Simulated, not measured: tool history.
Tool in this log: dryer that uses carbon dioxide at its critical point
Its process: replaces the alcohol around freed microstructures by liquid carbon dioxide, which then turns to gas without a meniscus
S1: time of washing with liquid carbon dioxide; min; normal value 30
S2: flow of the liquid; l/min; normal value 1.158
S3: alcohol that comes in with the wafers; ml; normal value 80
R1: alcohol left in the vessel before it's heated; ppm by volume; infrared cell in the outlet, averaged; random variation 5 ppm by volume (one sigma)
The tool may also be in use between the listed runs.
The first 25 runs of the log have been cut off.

| run | hour | S1 | S2 | S3 | R1 |
|---|---|---|---|---|---|
| 26 | 507.7 | 20 | 1 | 40 | 346 |
| 27 | 521.4 | 43 | 1.26 | 80 | 169 |
| 28 | 548.6 | 43 | 1.26 | 80 | 175 |
| 29 | 578.9 | 47 | 1.158 | 34 | 172 |
| 30 | 603.7 | 34 | 1.25 | 34 | 184 |
| 31 | 621.9 | 28 | 1.77 | 80 | 184 |
| 32 | 635.1 | 28 | 1.77 | 80 | 201 |
| 33 | 662.2 | 28 | 1.77 | 80 | 195 |
| 34 | 684.4 | 18 | 1.15 | 80 | 558 |
| 35 | 706 | 18 | 0.72 | 33 | 926 |
| 36 | 722.8 | 42 | 0.92 | 25 | 209 |

What if the next run were any one of these 4? Each begins from the tool's condition after run 36:
|  | 740.3 | inlet filter changed |
| A | 740.3 | 23 | 1.39 | 25 | ? |
|  | 740.3 | inlet filter changed |
| B | 740.3 | 29 | 1.55 | 79 | ? |
|  | 740.3 | inlet filter changed |
| C | 740.3 | 42 | 0.92 | 46 | ? |
|  | 740.3 | inlet filter changed |
| D | 740.3 | 30 | 1.158 | 46 | ? |

| run | R1 |
|---|---|
| A | 204 |
| B | 212 |
| C | 213 |
| D | 211 |
Take away the tool's hidden state, keep each run's random variation, and the runs would have read:
| run | R1 |
|---|---|
| A | 4 |
| B | 13 |
| C | 18 |
| D | 15 |
